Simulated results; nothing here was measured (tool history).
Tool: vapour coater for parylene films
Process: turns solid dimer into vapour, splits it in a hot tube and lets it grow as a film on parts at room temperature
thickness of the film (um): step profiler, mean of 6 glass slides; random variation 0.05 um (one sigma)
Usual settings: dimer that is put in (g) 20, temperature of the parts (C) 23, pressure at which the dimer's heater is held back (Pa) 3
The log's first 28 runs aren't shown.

run    hour  dimer that is put in (g)  temperature of the parts (C)  pressure at which the dimer's heater is held back (Pa)  thickness of the film (um)
 29   743.9                        23                            32                                                    8.08                        5.21
 30     779                        23                            32                                                    8.08                        5.23
 31   810.2                        10                            31                                                       3                        2.49
 32   847.4                        10                            31                                                       3                        2.47
 33   879.6                        34                            20                                                   10.45                        9.64
 34   905.6                        21                            23                                                       3                        6.01
 35   944.4                        20                            32                                                       3                         4.8
 36   973.9                        20                            20                                                    7.03                        5.73
 37   995.1                        20                            20                                                    7.03                        5.75
 38    1025                        16                            23                                                    3.53                        4.59
 39  1050.1                        13                            23                                                    3.58                        3.69
 40  1067.9                        15                            23                                                    2.91                         4.3
 41    1094                        24                            22                                                       3                        6.94
 42  1110.6                        13                            22                                                       3                        3.79
 43  1143.4                        31                            25                                                       3                        8.58

Forecast each of these 5 alternatives for the next run:
  A  1169                        12                            22                                                    3.99                           ?
  B  1169                        28                            28                                                   11.82                           ?
  C  1169                        20                            30                                                    4.79                           ?
  D  1169                        11                            25                                                    9.59                           ?
  E  1169                        16                            21                                                       3                           ?

run  thickness of the film (um)
  A                         3.4
  B                        6.66
  C                        4.81
  D                        2.83
  E                        4.74
Without the tool's hidden state the same runs would have given:
run  thickness of the film (um)
  A                         3.4
  B                        6.68
  C                        4.82
  D                        2.84
  E                        4.75

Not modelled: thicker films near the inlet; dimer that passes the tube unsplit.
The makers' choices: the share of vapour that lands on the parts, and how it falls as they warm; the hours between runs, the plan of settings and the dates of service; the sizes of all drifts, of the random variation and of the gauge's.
